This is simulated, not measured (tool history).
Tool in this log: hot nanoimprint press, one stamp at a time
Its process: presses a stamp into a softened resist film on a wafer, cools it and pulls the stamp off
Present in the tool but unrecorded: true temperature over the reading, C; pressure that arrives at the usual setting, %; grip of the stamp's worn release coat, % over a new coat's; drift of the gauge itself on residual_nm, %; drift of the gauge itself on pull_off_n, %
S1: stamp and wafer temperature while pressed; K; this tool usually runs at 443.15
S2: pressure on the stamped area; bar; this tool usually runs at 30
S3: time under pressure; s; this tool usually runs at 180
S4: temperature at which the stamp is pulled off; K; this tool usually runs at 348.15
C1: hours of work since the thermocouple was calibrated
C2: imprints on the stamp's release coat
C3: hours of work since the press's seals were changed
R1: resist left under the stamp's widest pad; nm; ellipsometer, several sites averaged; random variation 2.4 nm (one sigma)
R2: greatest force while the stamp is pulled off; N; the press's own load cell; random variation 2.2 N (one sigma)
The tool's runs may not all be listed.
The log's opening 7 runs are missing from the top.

run,hour,S1,S2,S3,S4,C1,C2,C3,R1,R2
8,66.9,443.15,23.3,180,348.15,179,1050,41,444.2,111
9,75.6,443.15,23.3,139,348.15,182,1066,45,476.1,119
10,82.8,443.15,23.3,139,348.15,185,1080,48,472.9,113
11,93.4,442.15,30,180,348.15,190,1101,52,415.1,115
12,106.8,442.15,28.8,180,348.15,195,1127,57,423.9,120
13,113.7,444.15,30,180,348.15,198,1140,60,395.9,114
14,125,443.15,30,165,348.15,202,1162,65,411.1,113
15,133.5,443.15,30,180,348.15,206,1179,68,402.6,113
16,146.4,443.15,30,180,348.15,211,1204,73,406.3,119
17,158.2,437.15,34.9,171,353.15,216,1227,78,450,107
18,170,445.15,47.9,91,350.15,221,1249,83,371.1,111
# hour 173.8: plate thermocouple calibrated
19,186.1,445.15,47.9,91,350.15,5,1275,88,372.4,113
20,197.3,432.15,22.9,91,342.15,10,1297,93,628.7,133
21,206.1,434.15,30,180,333.15,13,1314,96,514.5,155
22,218.3,433.15,30,172,347.15,18,1337,101,531.8,125
# hour 222.5: plate thermocouple calibrated, once more
23,231.9,446.15,47.9,172,339.15,4,1358,106,289.9,137
24,240.4,443.15,30.2,112,348.15,7,1374,109,456.1,117
25,248.1,441.15,30,104,337.15,10,1389,112,486.9,147
26,262.3,432.15,40.5,142,350.15,16,1417,118,503.6,111
27,271.6,432.15,40.5,143,355.15,20,1435,122,509.4,109
28,282.6,443.15,30,116,348.15,24,1456,126,450.9,122
29,294.5,443.15,31,180,339.15,29,1479,131,398.3,143
30,306.4,454.15,25.7,180,351.15,34,1502,136,316,113
31,318.7,454.15,25.7,180,349.15,39,1526,141,316.3,120

Consider 3 possible next runs. They are alternatives, not a sequence: every one starts from the tool as it was left by run 31. What does each give?
A,333.6,437.15,30,180,348.15,45,1555,147,?,?
B,333.6,453.15,31.2,180,348.15,45,1555,147,?,?
C,333.6,443.15,30,196,348.15,45,1555,147,?,?

run,R1,R2
A,470.1,123
B,295.8,127
C,388.3,122
Had the tool no hidden state, the same runs would have come out as:
run,R1,R2
A,468,98
B,294,101
C,386.2,96
